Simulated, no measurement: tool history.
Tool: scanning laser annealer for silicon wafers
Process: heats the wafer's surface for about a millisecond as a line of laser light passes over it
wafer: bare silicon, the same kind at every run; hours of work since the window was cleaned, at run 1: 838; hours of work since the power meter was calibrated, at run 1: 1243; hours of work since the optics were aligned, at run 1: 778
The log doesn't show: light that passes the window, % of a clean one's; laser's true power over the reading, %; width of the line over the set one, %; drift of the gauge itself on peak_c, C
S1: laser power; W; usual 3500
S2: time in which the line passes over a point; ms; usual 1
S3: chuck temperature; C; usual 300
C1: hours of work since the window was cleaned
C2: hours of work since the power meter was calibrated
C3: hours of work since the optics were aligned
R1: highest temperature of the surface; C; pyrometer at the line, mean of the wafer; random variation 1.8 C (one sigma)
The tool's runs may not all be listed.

Run 1, hour 0: usual settings; C1 838; C2 1243; C3 778. Result: R1 1001 C.
Run 2, hour 45.1: usual settings but S2 1.1 ms; C1 862; C2 1267; C3 802. Result: R1 1035 C.
Run 3, hour 118.9: usual settings but S2 1.1 ms; C1 901; C2 1306; C3 841. Result: R1 1034 C.
At hour 149.6: window over the wafer cleaned.
Run 4, hour 187.1: usual settings but S2 1.1 ms; C1 20; C2 1341; C3 876. Result: R1 1041 C.
Run 5, hour 247.5: usual settings but S2 0.88 ms; C1 52; C2 1373; C3 908. Result: R1 957 C.
Run 6, hour 295.4: usual settings but S2 0.88 ms; C1 77; C2 1399; C3 933. Result: R1 956 C.
Run 7, hour 343: usual settings but S2 0.88 ms; C1 102; C2 1424; C3 958. Result: R1 959 C.
Run 8, hour 401.2: usual settings but S2 0.88 ms; C1 133; C2 1455; C3 989. Result: R1 956 C.
Run 9, hour 467.4: usual settings but S2 0.88 ms; C1 168; C2 1490; C3 1024. Result: R1 957 C.
Run 10, hour 540.8: usual settings but S2 0.88 ms; C1 207; C2 1529; C3 1063. Result: R1 961 C.
Run 11, hour 571.6: usual settings but S2 0.88 ms; C1 224; C2 1545; C3 1080. Result: R1 959 C.
Run 12, hour 644.7: usual settings but S2 0.88 ms; C1 262; C2 1584; C3 1118. Result: R1 955 C.
Run 13, hour 676.1: usual settings; C1 279; C2 1600; C3 1135. Result: R1 1004 C.
Run 14, hour 725.6: usual settings; C1 305; C2 1627; C3 1161. Result: R1 1002 C.
Run 15, hour 763.9: usual settings but S1 3253 W, S2 1.11 ms, S3 334 C; C1 325; C2 1647; C3 1181. Result: R1 1002 C.
Run 16, hour 800.6: usual settings but S1 3253 W, S2 1.11 ms, S3 334 C; C1 345; C2 1666; C3 1201. Result: R1 1007 C.
Run 17, hour 865.4: usual settings but S1 3722 W, S2 0.88 ms, S3 299 C; C1 379; C2 1701; C3 1235. Result: R1 1016 C.
Run 18, hour 925.4: usual settings but S1 3526 W, S2 0.81 ms; C1 411; C2 1733; C3 1267. Result: R1 933 C.
Run 19, hour 998: usual settings but S1 3526 W, S2 0.81 ms; C1 449; C2 1771; C3 1305. Result: R1 936 C.
Run 20, hour 1053.2: usual settings but S1 3526 W, S2 0.81 ms, S3 275 C; C1 479; C2 1800; C3 1335. Result: R1 911 C.
Run 21, hour 1093.6: usual settings but S1 3526 W, S2 0.81 ms, S3 275 C; C1 500; C2 1822; C3 1356. Result: R1 907 C.
Run 22, hour 1136.2: usual settings but S1 3011 W, S2 0.93 ms, S3 334 C; C1 523; C2 1844; C3 1379. Result: R1 888 C.
Run 23, hour 1181.5: usual settings but S1 3011 W, S2 1.05 ms, S3 286 C; C1 547; C2 1868; C3 1403. Result: R1 872 C.
Run 24, hour 1216.2: usual settings but S1 3011 W, S2 1.05 ms, S3 286 C; C1 565; C2 1887; C3 1421. Result: R1 876 C.
Run 25, hour 1251.5: usual settings but S1 3564 W, S2 0.92 ms, S3 282 C; C1 584; C2 1905; C3 1440. Result: R1 969 C.

Forecast each of these 3 alternatives for the next run:
Run A, hour 1281.7: usual settings but S1 3288 W, S2 0.92 ms, S3 302 C; C1 600; C2 1921; C3 1456. Result: R1 ?.
Run B, hour 1281.7: usual settings but S1 3779 W, S2 0.92 ms, S3 318 C; C1 600; C2 1921; C3 1456. Result: R1 ?.
Run C, hour 1281.7: usual settings but S1 3564 W, S2 0.92 ms, S3 314 C; C1 600; C2 1921; C3 1456. Result: R1 ?.

run    R1
  A   919
  B  1061
  C  1003
Without the tool's hidden state the same runs would have given:
run    R1
  A   920
  B  1062
  C  1004

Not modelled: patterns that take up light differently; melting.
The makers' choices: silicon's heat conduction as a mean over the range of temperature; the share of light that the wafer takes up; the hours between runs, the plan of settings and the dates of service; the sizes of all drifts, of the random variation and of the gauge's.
